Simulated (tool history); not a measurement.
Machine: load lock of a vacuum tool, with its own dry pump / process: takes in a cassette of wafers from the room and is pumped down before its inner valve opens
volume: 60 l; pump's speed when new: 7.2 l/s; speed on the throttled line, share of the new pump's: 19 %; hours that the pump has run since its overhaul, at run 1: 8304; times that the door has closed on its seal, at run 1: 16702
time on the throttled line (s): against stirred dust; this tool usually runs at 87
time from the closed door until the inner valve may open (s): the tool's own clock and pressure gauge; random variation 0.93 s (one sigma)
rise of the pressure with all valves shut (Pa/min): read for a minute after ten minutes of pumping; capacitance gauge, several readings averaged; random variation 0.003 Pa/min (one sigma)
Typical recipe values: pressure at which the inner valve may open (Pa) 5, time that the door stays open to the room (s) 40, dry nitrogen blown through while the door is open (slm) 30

run,hour,time on the throttled line (s),pressure at which the inner valve may open (Pa),time that the door stays open to the room (s),dry nitrogen blown through while the door is open (slm),hours that the pump has run since its overhaul,times that the door has closed on its seal,"incoming humidity of the room's air, %",time from the closed door until the inner valve may open (s),rise of the pressure with all valves shut (Pa/min)
1,0,87,5,40,30,8304,16702,45.5,174.9,0.109
2,68.9,161,5,40,30,8373,17026,44.7,231.1,0.109
3,176.3,87,5,40,30,8480,17532,44.4,176,0.117
4,281.3,87,5,40,30,8585,18026,46.7,175.1,0.118
5,445.3,87,5,40,30,8749,18797,45,174.3,0.123
6,521.9,87,5,40,30,8826,19158,46.8,175,0.132
7,632.4,87,5,40,30,8936,19678,48.4,173.8,0.131
8,782.1,87,5,40,30,9086,20382,43.6,174.2,0.14
9,871.6,87,5,40,30,9176,20803,46.9,176.6,0.145
10,957,102,5,40,30,9261,21205,48.2,185.8,0.147
11,1063.9,87,5,26,30,9368,21708,45.7,176.1,0.14
12,1183.2,87,5,26,30,9487,22270,44.9,179.1,0.155
13,1327.4,87,5,26,30,9631,22948,41.9,177.4,0.162
14,1405.7,87,5,26,30,9710,23317,47.7,178.3,0.163
# hour 1502.3: dry pump taken out, an overhauled one fitted
15,1522.6,87,5,40,30,20,23838,44.3,152.6,0.174
16,1686.9,87,5,40,30,185,24611,47,154.8,0.18
17,1815,87,5,40,30,313,25214,44.7,157,0.182
18,1955.8,87,5,147,30,453,25876,41.9,154.7,0.203
19,2112.4,87,5,147,30,610,26614,45.4,156,0.209
20,2210.1,158,10,131,30,708,27073,45.8,205.5,0.222
21,2334.8,158,10,25,40,832,27660,46.6,205.1,0.206
22,2485.6,87,8,40,26,983,28370,50.6,150.4,0.22
23,2603.3,87,8,40,26,1101,28923,42.2,153.7,0.223
24,2719.8,87,8,40,26,1217,29471,46.2,153.1,0.238
25,2795.1,146,4,40,30,1293,29826,44.1,206.4,0.239
26,2914.9,87,4,40,18,1413,30390,44.5,157.6,0.24
27,3007.6,87,6,40,30,1505,30826,46.4,153.4,0.253
28,3153.4,87,6,40,30,1651,31512,44.8,155.8,0.261
29,3305.7,87,5,49,43,1803,32228,48.7,158,0.259
30,3389,167,5,49,26,1887,32621,46.8,219.9,0.276
31,3475.9,87,4,40,30,1974,33029,45.3,160.1,0.272
32,3545.2,49,5,33,6,2043,33355,48.6,127.8,0.285
33,3655.8,49,5,33,6,2153,33876,43.4,128.9,0.305

What if the next run were any one of these 5? Each begins from the tool's condition after run 33:
A,3814,113,4,40,30,2312,34620,43.6,?,?
B,3814,87,5,40,10,2312,34620,45.2,?,?
C,3814,68,9,27,30,2312,34620,43.6,?,?
D,3814,49,5,221,6,2312,34620,48.3,?,?
E,3814,87,5,40,22,2312,34620,45.1,?,?

run,time from the closed door until the inner valve may open (s),rise of the pressure with all valves shut (Pa/min)
A,180.6,0.296
B,158.2,0.311
C,138.5,0.289
D,128,0.373
E,159.4,0.29
Stripped of hidden state, with their random variation kept, the same runs would have yielded:
run,time from the closed door until the inner valve may open (s),rise of the pressure with all valves shut (Pa/min)
A,176.3,0.021
B,153.8,0.032
C,134.1,0.018
D,123.1,0.104
E,154.9,0.017

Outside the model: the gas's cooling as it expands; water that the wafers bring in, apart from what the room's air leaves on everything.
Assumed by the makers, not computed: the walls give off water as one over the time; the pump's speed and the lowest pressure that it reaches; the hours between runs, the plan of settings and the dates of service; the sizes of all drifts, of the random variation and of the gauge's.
